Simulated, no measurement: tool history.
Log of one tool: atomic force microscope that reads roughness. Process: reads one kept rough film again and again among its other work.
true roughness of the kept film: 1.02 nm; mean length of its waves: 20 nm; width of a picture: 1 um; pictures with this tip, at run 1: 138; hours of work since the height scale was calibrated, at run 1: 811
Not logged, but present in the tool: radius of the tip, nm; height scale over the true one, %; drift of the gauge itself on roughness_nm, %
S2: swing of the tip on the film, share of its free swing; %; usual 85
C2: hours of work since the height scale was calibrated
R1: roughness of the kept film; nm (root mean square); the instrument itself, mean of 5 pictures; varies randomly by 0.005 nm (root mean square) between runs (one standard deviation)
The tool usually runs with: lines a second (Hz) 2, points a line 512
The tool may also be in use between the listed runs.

{"run": 1, "hour": 0.0, "lines a second (Hz)": 2, "S2": 85, "points a line": 512, "pictures with this tip": 138, "C2": 811, "R1": 0.665}
{"run": 2, "hour": 43.2, "lines a second (Hz)": 2, "S2": 85, "points a line": 512, "pictures with this tip": 221, "C2": 842, "R1": 0.652}
{"run": 3, "hour": 89.9, "lines a second (Hz)": 2, "S2": 85, "points a line": 363, "pictures with this tip": 312, "C2": 874, "R1": 0.609}
{"hour": 96.2, "done": "new tip fitted"}
{"run": 4, "hour": 152.4, "lines a second (Hz)": 2, "S2": 85, "points a line": 363, "pictures with this tip": 110, "C2": 918, "R1": 0.69}
{"run": 5, "hour": 180.4, "lines a second (Hz)": 2, "S2": 57, "points a line": 512, "pictures with this tip": 164, "C2": 937, "R1": 0.811}
{"run": 6, "hour": 206.8, "lines a second (Hz)": 2, "S2": 64, "points a line": 512, "pictures with this tip": 215, "C2": 956, "R1": 0.754}
{"run": 7, "hour": 235.1, "lines a second (Hz)": 2, "S2": 64, "points a line": 512, "pictures with this tip": 270, "C2": 976, "R1": 0.74}
{"hour": 260.3, "done": "new tip fitted"}
{"run": 8, "hour": 275.4, "lines a second (Hz)": 2.02, "S2": 64, "points a line": 512, "pictures with this tip": 29, "C2": 1003, "R1": 0.84}
{"run": 9, "hour": 327.2, "lines a second (Hz)": 2.02, "S2": 64, "points a line": 512, "pictures with this tip": 130, "C2": 1040, "R1": 0.809}
{"run": 10, "hour": 385.0, "lines a second (Hz)": 2.02, "S2": 64, "points a line": 512, "pictures with this tip": 242, "C2": 1080, "R1": 0.763}
{"hour": 424.4, "done": "new tip fitted"}
{"run": 11, "hour": 424.4, "lines a second (Hz)": 2, "S2": 85, "points a line": 989, "pictures with this tip": 0, "C2": 1107, "R1": 0.756}
{"run": 12, "hour": 469.3, "lines a second (Hz)": 2, "S2": 65, "points a line": 512, "pictures with this tip": 87, "C2": 1139, "R1": 0.819}
{"run": 13, "hour": 506.5, "lines a second (Hz)": 2, "S2": 85, "points a line": 512, "pictures with this tip": 159, "C2": 1165, "R1": 0.67}
{"run": 14, "hour": 554.7, "lines a second (Hz)": 2, "S2": 85, "points a line": 512, "pictures with this tip": 253, "C2": 1199, "R1": 0.644}
{"hour": 588.4, "done": "new tip fitted"}
{"run": 15, "hour": 588.4, "lines a second (Hz)": 2, "S2": 85, "points a line": 512, "pictures with this tip": 0, "C2": 1222, "R1": 0.746}
{"run": 16, "hour": 632.9, "lines a second (Hz)": 2, "S2": 85, "points a line": 512, "pictures with this tip": 87, "C2": 1253, "R1": 0.704}
{"run": 17, "hour": 679.7, "lines a second (Hz)": 2, "S2": 85, "points a line": 617, "pictures with this tip": 177, "C2": 1286, "R1": 0.679}
{"run": 18, "hour": 724.4, "lines a second (Hz)": 2, "S2": 85, "points a line": 617, "pictures with this tip": 264, "C2": 1317, "R1": 0.65}
{"hour": 752.9, "done": "new tip fitted"}
{"run": 19, "hour": 767.8, "lines a second (Hz)": 2, "S2": 85, "points a line": 617, "pictures with this tip": 28, "C2": 1347, "R1": 0.74}
{"hour": 772.4, "done": "height scale calibrated on a step standard"}
{"run": 20, "hour": 798.5, "lines a second (Hz)": 2, "S2": 84, "points a line": 617, "pictures with this tip": 86, "C2": 18, "R1": 0.716}
{"run": 21, "hour": 840.7, "lines a second (Hz)": 2, "S2": 77, "points a line": 512, "pictures with this tip": 168, "C2": 48, "R1": 0.723}
{"run": 22, "hour": 886.7, "lines a second (Hz)": 2, "S2": 85, "points a line": 512, "pictures with this tip": 257, "C2": 80, "R1": 0.653}
{"hour": 916.4, "done": "new tip fitted"}
{"run": 23, "hour": 916.4, "lines a second (Hz)": 2, "S2": 85, "points a line": 512, "pictures with this tip": 0, "C2": 101, "R1": 0.753}
{"run": 24, "hour": 954.1, "lines a second (Hz)": 2, "S2": 85, "points a line": 512, "pictures with this tip": 73, "C2": 127, "R1": 0.732}
{"hour": 985.6, "done": "height scale calibrated on a step standard, once more"}
{"run": 25, "hour": 993.2, "lines a second (Hz)": 2, "S2": 85, "points a line": 512, "pictures with this tip": 147, "C2": 5, "R1": 0.677}
{"run": 26, "hour": 1025.7, "lines a second (Hz)": 2, "S2": 85, "points a line": 834, "pictures with this tip": 210, "C2": 28, "R1": 0.647}
{"run": 27, "hour": 1057.6, "lines a second (Hz)": 2.34, "S2": 68, "points a line": 660, "pictures with this tip": 272, "C2": 50, "R1": 0.713}
{"hour": 1079.1, "done": "new tip fitted"}
{"run": 28, "hour": 1112.2, "lines a second (Hz)": 2.34, "S2": 68, "points a line": 660, "pictures with this tip": 64, "C2": 88, "R1": 0.793}
{"run": 29, "hour": 1174.1, "lines a second (Hz)": 2.68, "S2": 87, "points a line": 956, "pictures with this tip": 184, "C2": 132, "R1": 0.596}
{"run": 30, "hour": 1232.9, "lines a second (Hz)": 2.68, "S2": 87, "points a line": 956, "pictures with this tip": 299, "C2": 173, "R1": 0.568}
{"hour": 1241.4, "done": "new tip fitted"}
{"run": 31, "hour": 1273.7, "lines a second (Hz)": 1.45, "S2": 57, "points a line": 381, "pictures with this tip": 63, "C2": 201, "R1": 0.835}
{"run": 32, "hour": 1310.9, "lines a second (Hz)": 2, "S2": 60, "points a line": 307, "pictures with this tip": 135, "C2": 227, "R1": 0.785}
{"run": 33, "hour": 1338.1, "lines a second (Hz)": 2, "S2": 60, "points a line": 307, "pictures with this tip": 188, "C2": 246, "R1": 0.765}
{"run": 34, "hour": 1397.2, "lines a second (Hz)": 2, "S2": 59, "points a line": 512, "pictures with this tip": 303, "C2": 287, "R1": 0.738}
{"hour": 1404.7, "done": "new tip fitted"}
{"run": 35, "hour": 1441.6, "lines a second (Hz)": 2, "S2": 77, "points a line": 512, "pictures with this tip": 72, "C2": 318, "R1": 0.759}
{"run": 36, "hour": 1471.4, "lines a second (Hz)": 2, "S2": 77, "points a line": 512, "pictures with this tip": 130, "C2": 339, "R1": 0.731}
{"run": 37, "hour": 1514.9, "lines a second (Hz)": 2, "S2": 77, "points a line": 512, "pictures with this tip": 214, "C2": 370, "R1": 0.702}
{"run": 38, "hour": 1546.9, "lines a second (Hz)": 0.88, "S2": 79, "points a line": 996, "pictures with this tip": 276, "C2": 392, "R1": 0.739}
{"hour": 1569.2, "done": "new tip fitted"}
{"run": 39, "hour": 1588.9, "lines a second (Hz)": 2.97, "S2": 85, "points a line": 512, "pictures with this tip": 38, "C2": 421, "R1": 0.65}
{"run": 40, "hour": 1648.4, "lines a second (Hz)": 2.97, "S2": 85, "points a line": 512, "pictures with this tip": 153, "C2": 463, "R1": 0.609}
{"run": 41, "hour": 1691.6, "lines a second (Hz)": 3.32, "S2": 80, "points a line": 912, "pictures with this tip": 237, "C2": 493, "R1": 0.611}
{"hour": 1731.2, "done": "new tip fitted"}
{"run": 42, "hour": 1738.8, "lines a second (Hz)": 1.09, "S2": 80, "points a line": 925, "pictures with this tip": 15, "C2": 526, "R1": 0.828}
{"run": 43, "hour": 1791.2, "lines a second (Hz)": 0.89, "S2": 55, "points a line": 386, "pictures with this tip": 117, "C2": 562, "R1": 0.839}
{"run": 44, "hour": 1850.3, "lines a second (Hz)": 0.6, "S2": 85, "points a line": 427, "pictures with this tip": 231, "C2": 604, "R1": 0.752}

Same runs, no hidden state in the tool, same run-to-run variation:
run=1 R1=0.719
run=2 R1=0.736
run=3 R1=0.722
run=4 R1=0.731
run=5 R1=0.884
run=6 R1=0.844
run=7 R1=0.851
run=8 R1=0.844
run=9 R1=0.855
run=10 R1=0.854
run=11 R1=0.744
run=12 R1=0.85
run=13 R1=0.725
run=14 R1=0.732
run=15 R1=0.739
run=16 R1=0.727
run=17 R1=0.735
run=18 R1=0.737
run=19 R1=0.74
run=20 R1=0.74
run=21 R1=0.781
run=22 R1=0.737
run=23 R1=0.739
run=24 R1=0.748
run=25 R1=0.737
run=26 R1=0.728
run=27 R1=0.826
run=28 R1=0.825
run=29 R1=0.665
run=30 R1=0.675
run=31 R1=0.871
run=32 R1=0.851
run=33 R1=0.853
run=34 R1=0.875
run=35 R1=0.787
run=36 R1=0.783
run=37 R1=0.786
run=38 R1=0.855
run=39 R1=0.666
run=40 R1=0.666
run=41 R1=0.695
run=42 R1=0.829
run=43 R1=0.892
run=44 R1=0.846
